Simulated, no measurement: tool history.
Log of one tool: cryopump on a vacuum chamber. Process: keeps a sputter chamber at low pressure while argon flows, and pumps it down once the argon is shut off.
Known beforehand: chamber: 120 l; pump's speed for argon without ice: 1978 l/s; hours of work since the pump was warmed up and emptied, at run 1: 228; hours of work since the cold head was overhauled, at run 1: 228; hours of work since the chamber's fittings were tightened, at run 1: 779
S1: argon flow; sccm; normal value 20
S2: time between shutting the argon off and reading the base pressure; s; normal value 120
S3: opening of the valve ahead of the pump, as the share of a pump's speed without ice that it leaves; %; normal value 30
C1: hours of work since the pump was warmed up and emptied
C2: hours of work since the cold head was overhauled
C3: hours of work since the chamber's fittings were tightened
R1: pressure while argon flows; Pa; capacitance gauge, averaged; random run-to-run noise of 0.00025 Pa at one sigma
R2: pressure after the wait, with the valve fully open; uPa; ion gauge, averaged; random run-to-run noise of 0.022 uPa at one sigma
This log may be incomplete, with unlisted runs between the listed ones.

Run 1, hour 0.0: usual settings; C1 228; C2 228; C3 779. Result: R1 0.0574 Pa, R2 1.96 uPa.
Run 2, hour 15.7: usual settings; C1 237; C2 237; C3 788. Result: R1 0.0577 Pa, R2 1.92 uPa.
Run 3, hour 24.4: usual settings; C1 241; C2 241; C3 793. Result: R1 0.0573 Pa, R2 1.88 uPa.
Run 4, hour 33.1: usual settings; C1 246; C2 246; C3 798. Result: R1 0.0580 Pa, R2 2.05 uPa.
Run 5, hour 47.8: usual settings; C1 255; C2 255; C3 806. Result: R1 0.0578 Pa, R2 1.98 uPa.
Run 6, hour 57.7: usual settings; C1 260; C2 260; C3 812. Result: R1 0.0576 Pa, R2 1.93 uPa.
Run 7, hour 68.9: usual settings but S3 56 %; C1 267; C2 267; C3 818. Result: R1 0.0310 Pa, R2 2.06 uPa.
Run 8, hour 81.4: usual settings but S3 56 %; C1 274; C2 274; C3 825. Result: R1 0.0311 Pa, R2 2.09 uPa.
Run 9, hour 96.9: usual settings but S3 56 %; C1 283; C2 283; C3 834. Result: R1 0.0314 Pa, R2 2.04 uPa.
Run 10, hour 111.7: usual settings but S3 56 %; C1 291; C2 291; C3 842. Result: R1 0.0315 Pa, R2 1.99 uPa.
Run 11, hour 121.3: usual settings but S3 56 %; C1 297; C2 297; C3 848. Result: R1 0.0312 Pa, R2 2.08 uPa.
Run 12, hour 128.9: usual settings but S1 38 sccm; C1 301; C2 301; C3 852. Result: R1 0.1092 Pa, R2 2.08 uPa.
Run 13, hour 139.9: usual settings but S3 46 %; C1 307; C2 307; C3 858. Result: R1 0.0380 Pa, R2 2.05 uPa.
Run 14, hour 153.6: usual settings but S2 63 s, S3 46 %; C1 315; C2 315; C3 866. Result: R1 0.0380 Pa, R2 2.48 uPa.
Run 15, hour 160.8: usual settings but S2 226 s; C1 319; C2 319; C3 870. Result: R1 0.0578 Pa, R2 1.83 uPa.
Run 16, hour 169.2: usual settings but S2 226 s; C1 324; C2 324; C3 875. Result: R1 0.0578 Pa, R2 1.88 uPa.
Run 17, hour 175.6: usual settings but S1 9 sccm; C1 327; C2 327; C3 879. Result: R1 0.0257 Pa, R2 2.05 uPa.
Run 18, hour 183.5: usual settings but S1 39 sccm, S2 140 s, S3 32 %; C1 332; C2 332; C3 883. Result: R1 0.1054 Pa, R2 2.06 uPa.
Run 19, hour 194.9: usual settings but S1 39 sccm, S2 140 s, S3 32 %; C1 338; C2 338; C3 890. Result: R1 0.1058 Pa, R2 2.00 uPa.

Predict the results of run 20:
Run 20, hour 205.4: usual settings but S1 15 sccm, S2 25 s, S3 19 %; C1 344; C2 344; C3 896. Result: R1 ?, R2 ?.

{"run 20": {"R1": 0.0681, "R2": 3.78}}
With the hidden condition absent and the run-to-run variation left alone, this run would have shown R1 0.0674 Pa, R2 2.26 uPa.

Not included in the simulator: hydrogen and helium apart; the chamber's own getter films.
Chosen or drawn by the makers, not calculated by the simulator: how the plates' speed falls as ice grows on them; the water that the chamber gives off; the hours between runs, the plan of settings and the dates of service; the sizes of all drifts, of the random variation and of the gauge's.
